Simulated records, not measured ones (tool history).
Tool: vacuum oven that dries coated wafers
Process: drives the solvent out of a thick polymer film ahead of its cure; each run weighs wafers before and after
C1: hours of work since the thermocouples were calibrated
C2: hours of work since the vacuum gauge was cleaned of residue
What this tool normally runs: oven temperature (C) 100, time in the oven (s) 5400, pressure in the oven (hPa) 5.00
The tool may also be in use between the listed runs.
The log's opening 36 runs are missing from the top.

Run 37, hour 2590.0: usual settings but time in the oven (s) 5520, pressure in the oven (hPa) 10.45; C1 577; C2 239. Result: solvent left in the film (%) 0.95.
Run 38, hour 2660.4: usual settings but time in the oven (s) 5760, pressure in the oven (hPa) 10.45; C1 622; C2 283. Result: solvent left in the film (%) 0.89.
Run 39, hour 2711.6: usual settings but oven temperature (C) 92, time in the oven (s) 3480, pressure in the oven (hPa) 10.91; C1 654; C2 316. Result: solvent left in the film (%) 3.58.
Run 40, hour 2783.3: usual settings but oven temperature (C) 92, time in the oven (s) 3480, pressure in the oven (hPa) 10.91; C1 699; C2 361. Result: solvent left in the film (%) 3.56.
Run 41, hour 2832.2: usual settings but oven temperature (C) 91, pressure in the oven (hPa) 4.83; C1 730; C2 392. Result: solvent left in the film (%) 2.10.
Run 42, hour 2874.9: usual settings but oven temperature (C) 96, time in the oven (s) 6180, pressure in the oven (hPa) 3.29; C1 757; C2 419. Result: solvent left in the film (%) 0.89.
Run 43, hour 2948.6: usual settings but oven temperature (C) 110, time in the oven (s) 7320, pressure in the oven (hPa) 3.29; C1 804; C2 465. Result: solvent left in the film (%) 0.12.
Run 44, hour 3019.3: usual settings but oven temperature (C) 108, time in the oven (s) 5700, pressure in the oven (hPa) 7.79; C1 848; C2 510. Result: solvent left in the film (%) 0.32.
Run 45, hour 3100.0: usual settings but oven temperature (C) 98, time in the oven (s) 2760, pressure in the oven (hPa) 7.79; C1 899; C2 561. Result: solvent left in the film (%) 2.96.
Run 46, hour 3162.3: usual settings but oven temperature (C) 98, time in the oven (s) 2760, pressure in the oven (hPa) 7.79; C1 939; C2 600. Result: solvent left in the film (%) 2.98.
Run 47, hour 3234.4: usual settings but oven temperature (C) 114, time in the oven (s) 4680, pressure in the oven (hPa) 2.77; C1 984; C2 646. Result: solvent left in the film (%) 0.11.

3 options for the next run, each taken on its own from the tool as it stands now. Forecast them:
Run A, hour 3311.7: usual settings but oven temperature (C) 109, pressure in the oven (hPa) 14.97; C1 1033; C2 695. Result: solvent left in the film (%) ?.
Run B, hour 3311.7: usual settings but oven temperature (C) 90, time in the oven (s) 4680, pressure in the oven (hPa) 9.40; C1 1033; C2 695. Result: solvent left in the film (%) ?.
Run C, hour 3311.7: usual settings but oven temperature (C) 109, time in the oven (s) 4800, pressure in the oven (hPa) 3.23; C1 1033; C2 695. Result: solvent left in the film (%) ?.

run  solvent left in the film (%)
  A                          0.54
  B                          2.94
  C                          0.24
Had the tool no hidden state, the same runs would have come out as:
run  solvent left in the film (%)
  A                          0.53
  B                          2.95
  C                          0.24
